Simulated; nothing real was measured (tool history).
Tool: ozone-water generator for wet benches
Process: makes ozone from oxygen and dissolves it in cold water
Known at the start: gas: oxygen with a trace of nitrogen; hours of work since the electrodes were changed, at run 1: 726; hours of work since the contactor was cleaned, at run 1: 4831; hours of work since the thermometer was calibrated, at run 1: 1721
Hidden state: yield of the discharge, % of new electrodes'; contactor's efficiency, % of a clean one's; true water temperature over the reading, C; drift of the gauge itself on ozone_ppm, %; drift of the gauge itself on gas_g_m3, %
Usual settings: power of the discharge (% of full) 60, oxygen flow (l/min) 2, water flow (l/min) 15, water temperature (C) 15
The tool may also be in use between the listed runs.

run,hour,power of the discharge (% of full),oxygen flow (l/min),water flow (l/min),water temperature (C),hours of work since the electrodes were changed,hours of work since the contactor was cleaned,hours of work since the thermometer was calibrated,dissolved ozone (ppm),ozone in the gas ahead of the water (g/m3)
1,0,60,2,15,15,726,4831,1721,9.1,157.1
2,93.4,60,2,15,15,790,4895,1785,9,156.6
3,216.8,60,2,15,15,875,4980,1870,8.9,157.5
4,291.6,51,2,15,15,926,5032,1922,8.3,143.8
5,420.4,51,2,15,15,1015,5120,2010,8,143
6,516.3,60,2,15,8,1081,5186,2076,9.5,155.9
7,644.7,60,2,15,8,1169,5274,2164,9.5,156.1
8,762.5,60,1.45,15,8,1250,5355,2245,8.9,182.2
9,819.3,60,1.45,15,8,1289,5394,2284,8.6,181.6
10,916.7,60,1.45,15,8,1356,5461,2351,8.6,183.7
11,998.2,60,1.45,15,13,1412,5517,2407,8.4,180.9
# hour 1011.5: contactor cleaned
12,1114.5,60,2,17,15,1489,71,2484,7.8,155.8
13,1207.5,60,2,15,15,1553,135,2548,8.8,155.2
14,1325.8,60,2,15,15,1634,216,2629,8.7,153.8
15,1442.2,60,2,15,15,1714,296,2709,8.8,154.8
16,1509.5,60,2,15,15,1760,342,2755,8.8,155.4
# hour 1620: contactor cleaned, once more
17,1620,60,2,15,15,1833,0,2828,9.2,153.9
18,1684.7,48,2.06,15,9,1878,44,2873,8.8,135.1
19,1741.2,60,2,20,15,1917,83,2912,6.4,154.3
20,1835.2,83,2,15,15,1981,148,2976,11,185.9
21,1890.6,83,2,15,15,2019,186,3014,11.1,185.6
22,1995.1,83,1.67,15,15,2091,258,3086,10.7,204.1
23,2113.4,83,1.67,15,15,2172,339,3167,10.6,203.3
24,2203.1,83,1.67,15,15,2234,401,3229,10.6,204.5
25,2265.8,46,2,15,15,2277,444,3272,7.9,133.3
26,2377.2,48,2,16,15,2353,520,3349,7.5,134.3
27,2446.6,60,2,16,15,2401,568,3396,8.5,153.4
28,2534.5,60,2,16,15,2461,628,3457,8.6,155.6
29,2662.6,48,2,16,15,2549,716,3545,7.3,134.8
30,2748,48,2,16,15,2608,775,3603,7.3,135.3
31,2807.2,48,2,16,15,2649,815,3644,7.4,133.8
32,2887.5,94,1.05,17,8,2704,871,3699,8.6,273.1
33,2945.6,63,1.07,17,8,2744,911,3739,6.8,215.3
34,3061.7,53,1.07,14,8,2824,990,3819,8,193.4

3 ways to go on from here, each from the tool as it stands after run 34. What would each give?
A,3133.1,53,2.42,14,20,2873,1039,3868,?,?
B,3133.1,88,2,10,15,2873,1039,3868,?,?
C,3133.1,52,2.35,15,11,2873,1039,3868,?,?

run,dissolved ozone (ppm),ozone in the gas ahead of the water (g/m3)
A,9,129.8
B,16.8,190.5
C,8.9,131.1
Without the tool's hidden state the same runs would have given:
run,dissolved ozone (ppm),ozone in the gas ahead of the water (g/m3)
A,9.3,133.9
B,17.7,198.9
C,9.3,135.3
